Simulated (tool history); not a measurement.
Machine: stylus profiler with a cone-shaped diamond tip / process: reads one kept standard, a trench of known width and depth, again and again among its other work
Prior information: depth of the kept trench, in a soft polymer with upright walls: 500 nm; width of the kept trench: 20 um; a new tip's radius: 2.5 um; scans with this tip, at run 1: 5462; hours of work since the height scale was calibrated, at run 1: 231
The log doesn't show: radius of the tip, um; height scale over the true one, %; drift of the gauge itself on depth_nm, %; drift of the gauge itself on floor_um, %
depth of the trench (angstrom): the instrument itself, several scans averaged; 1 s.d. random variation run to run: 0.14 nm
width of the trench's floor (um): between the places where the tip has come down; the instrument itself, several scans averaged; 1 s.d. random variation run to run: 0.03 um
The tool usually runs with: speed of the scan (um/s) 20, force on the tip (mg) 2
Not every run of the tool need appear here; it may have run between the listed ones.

run,hour,speed of the scan (um/s),force on the tip (mg),scans with this tip,hours of work since the height scale was calibrated,depth of the trench (angstrom),width of the trench's floor (um)
1,0,20,2,5462,231,5046.8,16.39
2,32.9,20,2,5597,257,5048.7,16.41
3,61.9,20,1.79,5716,280,5044,16.36
4,89.2,20,2,5828,302,5045,16.35
5,126.3,24,2,5981,331,5046.4,16.29
6,153,24,2,6091,353,5045.4,16.34
7,174.9,24,2,6181,370,5045.8,16.33
8,211.5,20,1.75,6332,399,5039.6,16.31
9,241.8,20,0.72,6456,423,5019.7,16.29
# hour 245.9: height scale calibrated on a step standard
10,278.8,6,1.34,6606,26,5025.4,16.32
11,316.3,60,4.88,6761,56,5078.9,16.28
12,355.7,73,2.82,6923,87,5049.1,16.27
13,379.4,24,1.51,7021,106,5026,16.27
14,412.5,14,3.26,7156,133,5055.3,16.26
# hour 442.3: height scale calibrated on a step standard, once more
15,452.8,14,3.26,7320,8,5071.8,16.22
16,472.3,20,3.95,7401,24,5081.9,16.25
17,492.1,5,1.14,7482,40,5036.8,16.26
18,511.2,18,1.05,7561,55,5030.4,16.17

Each row is a separate what-if for the run after 18, all from the same tool condition, not one after another. Results?
A,539,18,1.03,7675,77,?,?
B,539,56,0.79,7675,77,?,?
C,539,9,5.11,7675,77,?,?
D,539,23,1.05,7675,77,?,?
E,539,18,4.61,7675,77,?,?

run,depth of the trench (angstrom),width of the trench's floor (um)
A,5032.1,16.22
B,5026.7,16.05
C,5091.5,16.24
D,5031.4,16.19
E,5088.3,16.24
The same runs, with their run-to-run variation unchanged, on a tool lacking any hidden condition would have given:
run,depth of the trench (angstrom),width of the trench's floor (um)
A,5033.9,16.96
B,5028.6,16.79
C,5093.4,16.98
D,5033.3,16.92
E,5090.2,16.98

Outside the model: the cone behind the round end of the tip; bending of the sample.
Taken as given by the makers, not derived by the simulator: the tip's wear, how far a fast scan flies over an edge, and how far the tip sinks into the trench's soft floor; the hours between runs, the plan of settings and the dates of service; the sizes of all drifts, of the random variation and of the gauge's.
